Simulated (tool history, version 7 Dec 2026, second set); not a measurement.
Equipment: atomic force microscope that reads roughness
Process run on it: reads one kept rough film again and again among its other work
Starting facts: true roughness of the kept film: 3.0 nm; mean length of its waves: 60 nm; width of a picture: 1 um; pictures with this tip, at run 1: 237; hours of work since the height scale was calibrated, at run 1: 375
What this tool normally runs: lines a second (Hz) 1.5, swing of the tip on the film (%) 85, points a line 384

| run | hour | lines a second (Hz) | swing of the tip on the film (%) | points a line | pictures with this tip | hours of work since the height scale was calibrated | roughness of the kept film (nm (root mean square)) |
|---|---|---|---|---|---|---|---|
| 1 | 0 | 1.5 | 85 | 384 | 237 | 375 | 2.329 |
| 2 | 10.1 | 1.5 | 85 | 668 | 261 | 381 | 2.329 |
| 3 | 21.3 | 1.5 | 85 | 384 | 287 | 389 | 2.311 |
| 4 | 30.1 | 1.5 | 85 | 384 | 307 | 395 | 2.302 |
|  | 37.9 | new tip fitted |
| 5 | 45.3 | 1.5 | 85 | 376 | 17 | 405 | 2.456 |
| 6 | 55.4 | 1.5 | 85 | 376 | 41 | 412 | 2.416 |
| 7 | 66.4 | 1.5 | 85 | 376 | 66 | 419 | 2.403 |
| 8 | 78.2 | 1.5 | 85 | 376 | 94 | 428 | 2.407 |
| 9 | 88.4 | 1.5 | 85 | 384 | 117 | 435 | 2.408 |
| 10 | 97.6 | 1.5 | 61 | 384 | 139 | 441 | 2.73 |
| 11 | 106 | 1.5 | 61 | 363 | 158 | 446 | 2.713 |
| 12 | 116.4 | 1.5 | 61 | 363 | 182 | 454 | 2.71 |
| 13 | 123.7 | 1.5 | 61 | 363 | 199 | 459 | 2.695 |
| 14 | 137.6 | 1.5 | 61 | 363 | 232 | 468 | 2.679 |
| 15 | 153 | 2.33 | 85 | 384 | 267 | 478 | 2.132 |
| 16 | 163.4 | 2.33 | 85 | 384 | 292 | 486 | 2.12 |
| 17 | 171.2 | 2.33 | 85 | 995 | 310 | 491 | 2.126 |
|  | 173.5 | height scale calibrated on a step standard |
|  | 178.9 | new tip fitted |
| 18 | 185.3 | 2.33 | 85 | 995 | 15 | 8 | 2.227 |
| 19 | 194.2 | 2.33 | 85 | 995 | 36 | 14 | 2.234 |
| 20 | 205.9 | 1.5 | 85 | 384 | 63 | 22 | 2.429 |
| 21 | 217.2 | 1.5 | 86 | 384 | 89 | 29 | 2.384 |
| 22 | 224.6 | 1.5 | 86 | 384 | 106 | 34 | 2.371 |
| 23 | 236.4 | 1.5 | 86 | 384 | 134 | 43 | 2.381 |
|  | 243 | height scale calibrated on a step standard, once more |
| 24 | 249 | 1.5 | 86 | 384 | 161 | 4 | 2.348 |
| 25 | 261.6 | 3.76 | 75 | 370 | 190 | 13 | 2.153 |
| 26 | 276.2 | 0.52 | 71 | 520 | 224 | 23 | 2.751 |
| 27 | 289.5 | 1.8 | 60 | 648 | 255 | 32 | 2.642 |
| 28 | 299.2 | 0.65 | 62 | 622 | 277 | 38 | 2.724 |
| 29 | 314 | 1.49 | 65 | 384 | 312 | 48 | 2.595 |
|  | 319.9 | new tip fitted |
| 30 | 321.1 | 1.49 | 65 | 384 | 3 | 53 | 2.758 |
| 31 | 330.1 | 0.99 | 64 | 421 | 24 | 59 | 2.813 |
| 32 | 339.3 | 1.25 | 57 | 376 | 45 | 65 | 2.824 |
| 33 | 350.3 | 1.37 | 85 | 348 | 71 | 73 | 2.457 |
| 34 | 361.1 | 2.69 | 85 | 348 | 96 | 80 | 2.103 |
| 35 | 374.4 | 1.7 | 85 | 539 | 127 | 89 | 2.341 |
| 36 | 389.6 | 1.7 | 85 | 539 | 162 | 100 | 2.325 |
| 37 | 401.9 | 1.7 | 85 | 539 | 191 | 108 | 2.305 |
| 38 | 416.3 | 1.7 | 85 | 539 | 224 | 118 | 2.297 |
| 39 | 427.4 | 1.41 | 85 | 539 | 250 | 125 | 2.346 |
| 40 | 437.3 | 0.98 | 58 | 1020 | 273 | 132 | 2.718 |
| 41 | 449.4 | 0.98 | 61 | 616 | 301 | 140 | 2.69 |
| 42 | 457.6 | 0.98 | 61 | 616 | 320 | 146 | 2.683 |
|  | 460.2 | new tip fitted |
| 43 | 469.9 | 1.5 | 60 | 835 | 23 | 154 | 2.81 |
| 44 | 481.8 | 1.5 | 60 | 835 | 50 | 162 | 2.788 |
| 45 | 494.2 | 1.5 | 74 | 835 | 79 | 170 | 2.597 |

Forecast each of these 4 alternatives for the next run:
| A | 500.5 | 0.88 | 77 | 796 | 94 | 175 | ? |
| B | 500.5 | 0.88 | 85 | 384 | 94 | 175 | ? |
| C | 500.5 | 0.67 | 68 | 835 | 94 | 175 | ? |
| D | 500.5 | 2.19 | 59 | 365 | 94 | 175 | ? |

| run | roughness of the kept film (nm (root mean square)) |
|---|---|
| A | 2.689 |
| B | 2.584 |
| C | 2.795 |
| D | 2.706 |
Had the tool no hidden state, the same runs would have come out as:
| run | roughness of the kept film (nm (root mean square)) |
|---|---|
| A | 2.734 |
| B | 2.628 |
| C | 2.842 |
| D | 2.752 |

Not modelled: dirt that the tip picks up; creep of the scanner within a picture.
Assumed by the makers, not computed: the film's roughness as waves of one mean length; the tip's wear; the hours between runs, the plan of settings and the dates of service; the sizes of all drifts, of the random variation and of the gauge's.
